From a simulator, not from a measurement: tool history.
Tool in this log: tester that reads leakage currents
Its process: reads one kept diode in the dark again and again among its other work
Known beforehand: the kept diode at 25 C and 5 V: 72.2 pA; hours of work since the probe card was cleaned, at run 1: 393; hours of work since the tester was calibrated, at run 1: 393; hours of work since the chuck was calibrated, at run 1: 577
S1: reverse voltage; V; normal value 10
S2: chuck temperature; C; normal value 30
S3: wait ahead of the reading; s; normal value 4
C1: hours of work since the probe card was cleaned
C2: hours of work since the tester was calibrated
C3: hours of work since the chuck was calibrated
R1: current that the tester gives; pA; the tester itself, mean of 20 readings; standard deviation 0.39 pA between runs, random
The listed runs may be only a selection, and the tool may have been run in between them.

run    hour    S1  S2    S3    C1    C2   C3      R1
  1       0    10  30     4   393   393  577  139.57
  2    93.6    10  30     4   448   448  632  140.54
  3   288.9    10  30  0.71   562   562  745  147.07
  4   475.4    10  30   2.1   670   670  854  145.87
  5   626.6    10  30     4   758   758  942  146.51
  6   722.6    10  30     4   814   814  998  147.28
      806.2  -- chuck's temperature calibrated
  7   860.1    10  30     4   893   893   31  131.23
  8   978.8    10  30     4   962   962  101  132.23
  9  1126.5    10  30  1.55  1048  1048  187  136.33
 10    1341    10  30  1.55  1173  1173  311  138.06
 11  1496.8    10  30  6.17  1264  1264  402  138.47
 12  1639.5    10  30  6.17  1347  1347  485  139.63
 13  1851.6    10  30     4  1471  1471  609  142.16
 14  2057.8   3.7  30     4  1591  1591  729  104.18
 15  2283.2   3.7  30     4  1722  1722  860  106.13
 16    2434   3.7  30     4  1810  1810  948  106.99
     2594.9  -- chuck's temperature calibrated
 17  2623.5   3.7  30  2.79  1919  1919   17   94.62
 18  2744.7   3.7  30  2.79  1990  1990   87   95.65
 19  2836.2   3.7  30  2.79  2043  2043  141   96.27
     3024.1  -- tester calibrated
 20  3024.1    10  30     4  2151     0  249  138.83
     3091.1  -- probe card cleaned and baked
 21    3241   2.7  38  1.47    87   125  373  157.91
 22  3412.4   2.6  50     4   187   224  473  343.98
 23  3544.9    10  48  1.55   264   302  550  470.77
 24  3660.3    10  48  1.55   332   369  618  476.39
 25  3884.4    10  48  1.55   462   499  748  481.46
 26  4066.2  18.9  24     4   568   605  854  118.96
 27  4280.6   1.5  55     4   693   730  979  414.56
     4394.1  -- chuck's temperature calibrated
 28  4472.7  14.6  48   0.5   804   841   46  503.14
 29    4665   6.1  46  4.49   915   953  158  333.21
 30  4819.1   1.3  53  1.72  1005  1043  248  319.68
 31  5036.7   8.2  30     4  1132  1169  374  128.74
 32  5167.1    10  52  0.65  1208  1245  450  594.56
 33  5347.8   2.5  47  0.76  1313  1350  555  281.22
 34  5555.4   1.5  22   2.3  1434  1471  676   43.65
 35  5739.2   1.5  22   2.3  1541  1578  783    44.1
 36  5857.9   1.5  22   2.3  1610  1648  853   44.77
 37  5965.5   1.5  22   2.3  1673  1710  915   44.89
     6185.5  -- chuck's temperature calibrated
 38  6185.5   1.9  57     4  1800  1837    0  443.77
 39    6353   2.9  32  2.66  1897  1935   98  100.81
 40  6540.5   1.1  32  2.66  2007  2044  207   75.16

Entry by entry between the runs, the difference in hidden state between the last listed run before and the first listed run after:
After run 6, before run 7: chuck's temperature calibrated (hour 806.2)
  stray current of the dirty probe card, pA a volt: 0.162 -> 0.175; current scale over the true one, %: -0.99 -> -1.08; true chuck temperature over the reading, C: 1.78 -> 0.09
  measured minus no-state result, R1: +17.3 -> +0.96 pA
After run 16, before run 17: chuck's temperature calibrated (hour 2594.9)
  stray current of the dirty probe card, pA a volt: 0.319 -> 0.336; current scale over the true one, %: -2.11 -> -2.24; true chuck temperature over the reading, C: 1.9 -> 0.12
  measured minus no-state result, R1: +12.42 -> -0.2 pA
After run 19, before run 20: tester calibrated (hour 3024.1)
  stray current of the dirty probe card, pA a volt: 0.355 -> 0.373; current scale over the true one, %: -2.38 -> -0.08; true chuck temperature over the reading, C: 0.37 -> 0.58
  measured minus no-state result, R1: +1.39 -> +8.9 pA
After run 20, before run 21: probe card cleaned and baked (hour 3091.1)
  stray current of the dirty probe card, pA a volt: 0.373 -> 0.034; current scale over the true one, %: -0.08 -> -0.23; true chuck temperature over the reading, C: 0.58 -> 0.84
  measured minus no-state result, R1: +8.9 -> +8.38 pA
After run 27, before run 28: chuck's temperature calibrated (hour 4394.1)
  stray current of the dirty probe card, pA a volt: 0.135 -> 0.153; current scale over the true one, %: -0.95 -> -1.07; true chuck temperature over the reading, C: 2.02 -> 0.19
  measured minus no-state result, R1: +44.38 -> +2.49 pA
After run 37, before run 38: chuck's temperature calibrated (hour 6185.5)
  stray current of the dirty probe card, pA a volt: 0.291 -> 0.312; current scale over the true one, %: -2.07 -> -2.2; true chuck temperature over the reading, C: 1.82 -> 0.02
  measured minus no-state result, R1: +5.23 -> -8.89 pA

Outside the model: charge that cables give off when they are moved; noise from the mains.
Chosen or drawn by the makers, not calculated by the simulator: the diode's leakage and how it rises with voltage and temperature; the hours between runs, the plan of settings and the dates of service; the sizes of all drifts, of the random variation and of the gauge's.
